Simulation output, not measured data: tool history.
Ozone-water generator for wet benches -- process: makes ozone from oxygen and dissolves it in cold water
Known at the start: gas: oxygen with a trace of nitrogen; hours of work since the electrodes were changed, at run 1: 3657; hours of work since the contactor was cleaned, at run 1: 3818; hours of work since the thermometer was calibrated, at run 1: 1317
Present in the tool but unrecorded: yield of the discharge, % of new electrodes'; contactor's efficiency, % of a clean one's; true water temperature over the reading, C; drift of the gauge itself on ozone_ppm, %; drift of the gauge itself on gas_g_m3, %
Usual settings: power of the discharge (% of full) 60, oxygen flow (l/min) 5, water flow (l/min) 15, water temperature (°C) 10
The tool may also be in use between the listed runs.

| run | hour | power of the discharge (% of full) | oxygen flow (l/min) | water flow (l/min) | water temperature (°C) | hours of work since the electrodes were changed | hours of work since the contactor was cleaned | hours of work since the thermometer was calibrated | dissolved ozone (ppm) | ozone in the gas ahead of the water (g/m3) |
|---|---|---|---|---|---|---|---|---|---|---|
| 1 | 0 | 60 | 5 | 15 | 10 | 3657 | 3818 | 1317 | 26.7 | 209.6 |
| 2 | 109.1 | 76 | 5 | 15 | 10 | 3726 | 3888 | 1386 | 30.5 | 240.5 |
|  | 126.1 | contactor cleaned |
| 3 | 208 | 74 | 5 | 15 | 10 | 3787 | 52 | 1446 | 31.2 | 239.9 |
| 4 | 302.7 | 74 | 5 | 15 | 10 | 3847 | 112 | 1507 | 31.5 | 237.6 |
| 5 | 446 | 74 | 5 | 15 | 10 | 3938 | 203 | 1598 | 31.4 | 235.1 |
| 6 | 531.1 | 74 | 5 | 15 | 10 | 3992 | 257 | 1652 | 31.4 | 235.6 |
| 7 | 598.8 | 60 | 5 | 15 | 10 | 4035 | 300 | 1695 | 27.6 | 211.7 |
| 8 | 688.3 | 60 | 5 | 15 | 10 | 4092 | 357 | 1751 | 27 | 207.7 |
| 9 | 758.8 | 60 | 5 | 15 | 10 | 4136 | 402 | 1796 | 27.1 | 209.2 |
| 10 | 847 | 60 | 5 | 15 | 10 | 4193 | 458 | 1852 | 27.4 | 206.7 |
| 11 | 994.7 | 60 | 5 | 15 | 10 | 4286 | 552 | 1946 | 27.3 | 208.7 |
| 12 | 1094.8 | 60 | 5 | 15 | 10 | 4350 | 615 | 2010 | 27.1 | 206 |
| 13 | 1161.2 | 60 | 5 | 15 | 10 | 4392 | 657 | 2052 | 27.4 | 205.5 |
| 14 | 1246.4 | 60 | 5 | 15 | 10 | 4446 | 712 | 2106 | 27 | 207.6 |
| 15 | 1369 | 60 | 5 | 15 | 10 | 4524 | 789 | 2184 | 27 | 207.1 |
| 16 | 1499.3 | 60 | 5 | 15 | 10 | 4607 | 872 | 2267 | 27 | 206.7 |
| 17 | 1582.9 | 60 | 5 | 15 | 6 | 4660 | 925 | 2320 | 28.3 | 205.8 |
| 18 | 1675 | 60 | 5 | 15 | 6 | 4718 | 984 | 2378 | 28.5 | 205.4 |
| 19 | 1786.4 | 60 | 5 | 15 | 6 | 4789 | 1054 | 2449 | 28.3 | 205.5 |
| 20 | 1858.1 | 60 | 5 | 15 | 6 | 4835 | 1100 | 2494 | 28.3 | 203.5 |
| 21 | 1931.3 | 60 | 5 | 15 | 6 | 4881 | 1147 | 2541 | 28 | 205.3 |
| 22 | 2016.7 | 70 | 3.87 | 12 | 6 | 4935 | 1201 | 2595 | 36.8 | 258.6 |
| 23 | 2129.2 | 60 | 3.17 | 12 | 10 | 5007 | 1272 | 2667 | 32.2 | 263.2 |
| 24 | 2203.1 | 84 | 5 | 17 | 10 | 5054 | 1319 | 2714 | 28.7 | 250.1 |
| 25 | 2304.8 | 84 | 3.18 | 13 | 6 | 5118 | 1384 | 2778 | 37.5 | 322.7 |
| 26 | 2368.5 | 90 | 5 | 17 | 10 | 5159 | 1424 | 2819 | 30.2 | 255.3 |
|  | 2397.8 | water thermometer calibrated |
| 27 | 2451.2 | 87 | 5.3 | 10 | 14 | 5211 | 1476 | 34 | 40.7 | 241.7 |
| 28 | 2584.5 | 70 | 3.04 | 13 | 8 | 5296 | 1561 | 119 | 33 | 294.6 |
| 29 | 2713.1 | 81 | 2.6 | 17 | 7 | 5377 | 1643 | 200 | 26.7 | 351.2 |
| 30 | 2847.6 | 50 | 5 | 15 | 10 | 5463 | 1728 | 286 | 23.5 | 182.4 |
| 31 | 2914.3 | 60 | 3.29 | 15 | 13 | 5505 | 1770 | 328 | 24.8 | 255.4 |
| 32 | 3003.3 | 97 | 5 | 15 | 12 | 5562 | 1827 | 385 | 33.1 | 268.5 |
| 33 | 3104.2 | 60 | 4.93 | 15 | 15 | 5626 | 1891 | 449 | 24.1 | 203.5 |

Each row is a separate what-if for the run after 33, all from the same tool condition, not one after another. Results?
| A | 3228.3 | 60 | 2.72 | 15 | 8 | 5705 | 1970 | 527 | ? | ? |
| B | 3228.3 | 60 | 5 | 15 | 13 | 5705 | 1970 | 527 | ? | ? |
| C | 3228.3 | 60 | 5 | 10 | 9 | 5705 | 1970 | 527 | ? | ? |

| run | dissolved ozone (ppm) | ozone in the gas ahead of the water (g/m3) |
|---|---|---|
| A | 25.4 | 285.1 |
| B | 24.8 | 200.9 |
| C | 36.2 | 201.8 |
With the hidden condition removed and each run's random variation left untouched, the same runs would have given:
| run | dissolved ozone (ppm) | ozone in the gas ahead of the water (g/m3) |
|---|---|---|
| A | 29.3 | 321.4 |
| B | 28.6 | 226.5 |
| C | 41.6 | 227.4 |
